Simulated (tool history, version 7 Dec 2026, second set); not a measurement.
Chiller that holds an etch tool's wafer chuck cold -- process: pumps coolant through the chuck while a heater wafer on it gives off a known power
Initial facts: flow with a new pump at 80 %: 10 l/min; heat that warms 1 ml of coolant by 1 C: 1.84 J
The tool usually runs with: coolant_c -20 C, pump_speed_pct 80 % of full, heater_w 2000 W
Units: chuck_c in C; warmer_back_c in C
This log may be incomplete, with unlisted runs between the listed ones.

run 1 day=0.000 | coolant_c=-20 pump_speed_pct=80 heater_w=2000 | chuck_c=-6.2 warmer_back_c=6.51
run 2 day=1.400 | coolant_c=-20 pump_speed_pct=80 heater_w=2000 | chuck_c=-6.2 warmer_back_c=6.51
run 3 day=4.017 | coolant_c=-20 pump_speed_pct=80 heater_w=2000 | chuck_c=-6.3 warmer_back_c=6.49
run 4 day=5.975 | coolant_c=-20 pump_speed_pct=80 heater_w=2000 | chuck_c=-6.2 warmer_back_c=6.54
run 5 day=8.096 | coolant_c=-22 pump_speed_pct=80 heater_w=2000 | chuck_c=-8.1 warmer_back_c=6.52
run 6 day=10.933 | coolant_c=-22 pump_speed_pct=80 heater_w=2000 | chuck_c=-8.2 warmer_back_c=6.55
run 7 day=13.250 | coolant_c=-22 pump_speed_pct=80 heater_w=2000 | chuck_c=-8.2 warmer_back_c=6.62
run 8 day=14.583 | coolant_c=-22 pump_speed_pct=80 heater_w=2000 | chuck_c=-8.3 warmer_back_c=6.54
run 9 day=16.554 | coolant_c=-22 pump_speed_pct=80 heater_w=2000 | chuck_c=-8.2 warmer_back_c=6.52
run 10 day=19.154 | coolant_c=-20 pump_speed_pct=80 heater_w=2000 | chuck_c=-6.2 warmer_back_c=6.60
run 11 day=22.229 | coolant_c=-27 pump_speed_pct=80 heater_w=2000 | chuck_c=-13.2 warmer_back_c=6.64
run 12 day=23.967 | coolant_c=-27 pump_speed_pct=80 heater_w=2000 | chuck_c=-13.3 warmer_back_c=6.65
run 13 day=27.104 | coolant_c=-27 pump_speed_pct=80 heater_w=2000 | chuck_c=-13.2 warmer_back_c=6.63
run 14 day=29.775 | coolant_c=-27 pump_speed_pct=80 heater_w=2000 | chuck_c=-13.2 warmer_back_c=6.60
run 15 day=32.062 | coolant_c=-20 pump_speed_pct=80 heater_w=2000 | chuck_c=-6.3 warmer_back_c=6.66
run 16 day=33.621 | coolant_c=-20 pump_speed_pct=80 heater_w=2000 | chuck_c=-6.2 warmer_back_c=6.66

The next listed run, before its measurement:
run 17 day=34.917 | coolant_c=-20 pump_speed_pct=80 heater_w=2000 | chuck_c=? warmer_back_c=?

{"run 17": {"chuck_c": -6.3, "warmer_back_c": 6.67}}
The same run, on a tool lacking any hidden state, would have yielded chuck_c -6.3 C, warmer_back_c 6.49 C.

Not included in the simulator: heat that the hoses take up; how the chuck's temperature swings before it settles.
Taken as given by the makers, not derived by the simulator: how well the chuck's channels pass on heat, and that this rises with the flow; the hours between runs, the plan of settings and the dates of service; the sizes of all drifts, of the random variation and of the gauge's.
